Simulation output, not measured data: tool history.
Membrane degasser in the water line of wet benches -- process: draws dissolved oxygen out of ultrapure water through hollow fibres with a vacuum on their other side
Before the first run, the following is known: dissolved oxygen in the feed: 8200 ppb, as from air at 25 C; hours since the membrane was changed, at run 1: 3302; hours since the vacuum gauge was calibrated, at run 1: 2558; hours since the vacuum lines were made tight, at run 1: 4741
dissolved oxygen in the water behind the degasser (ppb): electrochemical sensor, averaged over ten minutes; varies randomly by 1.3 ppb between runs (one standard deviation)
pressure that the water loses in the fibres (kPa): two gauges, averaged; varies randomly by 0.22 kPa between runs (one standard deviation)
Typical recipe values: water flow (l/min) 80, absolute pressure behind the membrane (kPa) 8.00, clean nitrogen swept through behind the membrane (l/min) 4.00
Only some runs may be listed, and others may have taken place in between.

run	hour	water flow (l/min)	absolute pressure behind the membrane (kPa)	clean nitrogen swept through behind the membrane (l/min)	hours since the membrane was changed	hours since the vacuum gauge was calibrated	hours since the vacuum lines were made tight	dissolved oxygen in the water behind the degasser (ppb)	pressure that the water loses in the fibres (kPa)
1	0.0	80	8.00	4.00	3302	2558	4741	256.6	55.99
2	149.1	80	8.00	4.00	3452	2708	4890	256.1	56.05
3	367.6	80	16.11	4.00	3670	2926	5109	579.4	55.84
4	512.7	80	16.11	4.00	3815	3071	5254	586.0	55.89
5	712.3	80	16.11	4.00	4015	3271	5453	582.6	56.02
6	932.5	80	15.13	4.00	4235	3491	5674	546.9	56.32
7	1148.6	80	15.13	4.00	4451	3707	5890	548.6	55.68
8	1267.4	80	15.13	4.00	4570	3826	6008	548.3	56.19
9	1512.0	80	15.13	4.00	4814	4070	6253	552.4	56.32
10	1713.5	80	15.13	4.00	5016	4272	6455	549.0	56.11
11	1976.5	80	15.13	4.00	5279	4535	6718	545.3	56.27
12	2172.3	80	15.13	4.00	5475	4731	6913	547.0	56.39
13	2346.7	122	15.13	4.00	5649	4905	7088	783.7	86.13
14	2507.6	122	15.13	4.00	5810	5066	7249	797.7	85.52

Run 15, settings as shown, results not yet in. Your forecast:
15	2618.0	52	4.85	5.17	5920	5176	7359	?	?

{"run 15": {"dissolved oxygen in the water behind the degasser (ppb)": 64.0, "pressure that the water loses in the fibres (kPa)": 36.27}}
Take away the tool's hidden state, keep the run-to-run variation as it was, and the same run would have given dissolved oxygen in the water behind the degasser (ppb) 58.8, pressure that the water loses in the fibres (kPa) 35.47.
